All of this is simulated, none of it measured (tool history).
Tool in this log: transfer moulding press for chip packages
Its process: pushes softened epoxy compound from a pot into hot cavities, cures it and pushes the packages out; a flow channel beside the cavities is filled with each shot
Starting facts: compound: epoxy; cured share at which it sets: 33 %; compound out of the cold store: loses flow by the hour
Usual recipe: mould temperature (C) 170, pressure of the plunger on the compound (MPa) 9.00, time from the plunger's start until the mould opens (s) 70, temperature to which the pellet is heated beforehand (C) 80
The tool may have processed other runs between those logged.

run   hour  mould temperature (C)  pressure of the plunger on the compound (MPa)  time from the plunger's start until the mould opens (s)  temperature to which the pellet is heated beforehand (C)  incoming compound's hours out of the cold store  length that the compound runs in the flow channel (mm)  greatest force on the pins that push the packages out (N)
  1    0.0                    170                                           9.00                                                       70                                                        80                                             12.7                                                     865                                                        397
  2   16.0                    170                                           9.00                                                       70                                                        80                                             10.8                                                     868                                                        476
  3   38.3                    170                                           9.00                                                       70                                                        84                                             42.8                                                     783                                                        514
  4   52.8                    170                                           9.00                                                       70                                                        84                                             14.2                                                     852                                                        571
  5   74.7                    170                                           9.42                                                       70                                                        80                                             24.2                                                     846                                                        628
  6   95.4                    170                                           9.00                                                       70                                                        73                                             29.8                                                     806                                                        651
     101.6  -- cavities cleaned with cleaning compound and waxed
  7  121.8                    170                                           9.00                                                       70                                                        73                                             35.2                                                     793                                                        492
  8  148.5                    170                                           7.85                                                       70                                                        80                                             22.9                                                     768                                                        555
     160.3  -- mould's thermocouples calibrated
  9  170.5                    170                                           7.85                                                       70                                                        80                                             27.0                                                     755                                                        602
 10  188.9                    163                                           9.00                                                       70                                                        80                                             27.7                                                     822                                                        929
     206.1  -- cavities cleaned with cleaning compound and waxed
 11  218.0                    163                                           9.00                                                       70                                                        80                                             24.8                                                     825                                                        616
     239.7  -- plunger's sealing rings changed
 12  243.8                    170                                           9.00                                                       70                                                        85                                             16.9                                                     855                                                        522
 13  266.4                    170                                           9.00                                                       70                                                        85                                             19.7                                                     846                                                        564
 14  286.4                    170                                           9.00                                                       73                                                        83                                             45.1                                                     778                                                        565
     309.2  -- cavities cleaned with cleaning compound and waxed
 15  309.3                    170                                           9.00                                                       73                                                        83                                             25.1                                                     829                                                        382
 16  331.9                    170                                           9.00                                                       81                                                        80                                             40.7                                                     785                                                        430
 17  351.6                    166                                           9.00                                                       70                                                        80                                             24.8                                                     837                                                        669
 18  375.8                    169                                           7.17                                                       97                                                        80                                             11.8                                                     765                                                        537
 19  389.5                    169                                           7.17                                                       97                                                        80                                             37.5                                                     709                                                        531
 20  406.5                    170                                           9.00                                                      100                                                        80                                             40.0                                                     781                                                        554
     410.1  -- cavities cleaned with cleaning compound and waxed
 21  424.0                    170                                           9.00                                                      100                                                        80                                             26.7                                                     808                                                        382
 22  444.4                    178                                           7.17                                                       95                                                        85                                             21.5                                                     716                                                        454
 23  459.3                    178                                           7.17                                                       95                                                        85                                             36.0                                                     685                                                        498
 24  480.7                    172                                           7.17                                                       95                                                        81                                             24.8                                                     718                                                        518

For some of the steps in length that the compound runs in the flow channel (mm) from one run to the next: how much would appear even if the tool had no hidden state, given the settings, what came in and random variation, and how much remains for the hidden state plus any gauge scatter that the measured result and the result without hidden state don't share?
The hidden state here: true mould temperature over the reading, C; pressure that reaches the compound, % of what is set; grip of the stained cavities, % over clean ones'; drift of the gauge itself on flow_mm, %; drift of the gauge itself on push_out_n, %.
Run 2 -> 3: temperature to which the pellet is heated beforehand (C) 80 -> 84. length that the compound runs in the flow channel (mm) -85: hidden state -2, all else -83.
Run 8 -> 9: mould's thermocouples calibrated. length that the compound runs in the flow channel (mm) -13: hidden state -4, all else -9.
Run 11 -> 12: mould temperature (C) 163 -> 170, temperature to which the pellet is heated beforehand (C) 80 -> 85, plunger's sealing rings changed. length that the compound runs in the flow channel (mm) +30: hidden state +26, all else +4.
Run 21 -> 22: mould temperature (C) 170 -> 178, pressure of the plunger on the compound (MPa) 9.00 -> 7.17, time from the plunger's start until the mould opens (s) 100 -> 95, temperature to which the pellet is heated beforehand (C) 80 -> 85. length that the compound runs in the flow channel (mm) -92: hidden state +0, all else -92.
